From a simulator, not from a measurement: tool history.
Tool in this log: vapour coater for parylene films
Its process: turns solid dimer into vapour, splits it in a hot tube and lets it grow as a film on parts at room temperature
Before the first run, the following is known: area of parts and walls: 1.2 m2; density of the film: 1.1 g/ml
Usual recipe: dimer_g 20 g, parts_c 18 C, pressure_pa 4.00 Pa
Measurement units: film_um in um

{"run": 1, "day": 0.0, "dimer_g": 20, "parts_c": 18, "pressure_pa": 4.0, "film_um": 8.17}
{"run": 2, "day": 0.512, "dimer_g": 8, "parts_c": 18, "pressure_pa": 4.0, "film_um": 3.23}
{"run": 3, "day": 1.088, "dimer_g": 20, "parts_c": 18, "pressure_pa": 4.0, "film_um": 7.96}
{"run": 4, "day": 1.65, "dimer_g": 20, "parts_c": 18, "pressure_pa": 4.0, "film_um": 7.91}
{"run": 5, "day": 2.612, "dimer_g": 20, "parts_c": 18, "pressure_pa": 4.0, "film_um": 7.95}
{"run": 6, "day": 3.85, "dimer_g": 20, "parts_c": 18, "pressure_pa": 4.0, "film_um": 7.87}
{"run": 7, "day": 4.754, "dimer_g": 20, "parts_c": 18, "pressure_pa": 4.0, "film_um": 7.71}
{"run": 8, "day": 5.946, "dimer_g": 12, "parts_c": 18, "pressure_pa": 4.0, "film_um": 4.58}
{"run": 9, "day": 7.183, "dimer_g": 12, "parts_c": 18, "pressure_pa": 4.0, "film_um": 4.59}
{"run": 10, "day": 8.121, "dimer_g": 10, "parts_c": 22, "pressure_pa": 5.25, "film_um": 3.17}
{"run": 11, "day": 8.733, "dimer_g": 11, "parts_c": 18, "pressure_pa": 2.7, "film_um": 4.23}
{"run": 12, "day": 9.808, "dimer_g": 11, "parts_c": 18, "pressure_pa": 2.7, "film_um": 4.22}
{"run": 13, "day": 10.538, "dimer_g": 11, "parts_c": 11, "pressure_pa": 8.3, "film_um": 5.02}
{"run": 14, "day": 11.712, "dimer_g": 26, "parts_c": 29, "pressure_pa": 2.56, "film_um": 6.6}
{"day": 12.683, "done": "trap's valve overhauled"}
{"run": 15, "day": 13.033, "dimer_g": 13, "parts_c": 21, "pressure_pa": 2.56, "film_um": 4.91}
{"run": 16, "day": 14.142, "dimer_g": 17, "parts_c": 10, "pressure_pa": 5.1, "film_um": 9.18}
{"run": 17, "day": 14.967, "dimer_g": 14, "parts_c": 18, "pressure_pa": 3.43, "film_um": 5.82}
{"run": 18, "day": 15.917, "dimer_g": 14, "parts_c": 18, "pressure_pa": 3.43, "film_um": 5.81}

Consider 3 possible next runs. They are alternatives, not a sequence: every one starts from the tool as it was left by run 18. What does each give?
{"run": "A", "day": 16.742, "dimer_g": 22, "parts_c": 16, "pressure_pa": 4.0, "film_um": "?"}
{"run": "B", "day": 16.742, "dimer_g": 22, "parts_c": 18, "pressure_pa": 4.0, "film_um": "?"}
{"run": "C", "day": 16.742, "dimer_g": 17, "parts_c": 24, "pressure_pa": 2.67, "film_um": "?"}

run=A film_um=9.57
run=B film_um=8.79
run=C film_um=5.71
With the hidden condition removed and each run's random variation left untouched, the same runs would have given:
run=A film_um=9.97
run=B film_um=9.16
run=C film_um=5.95
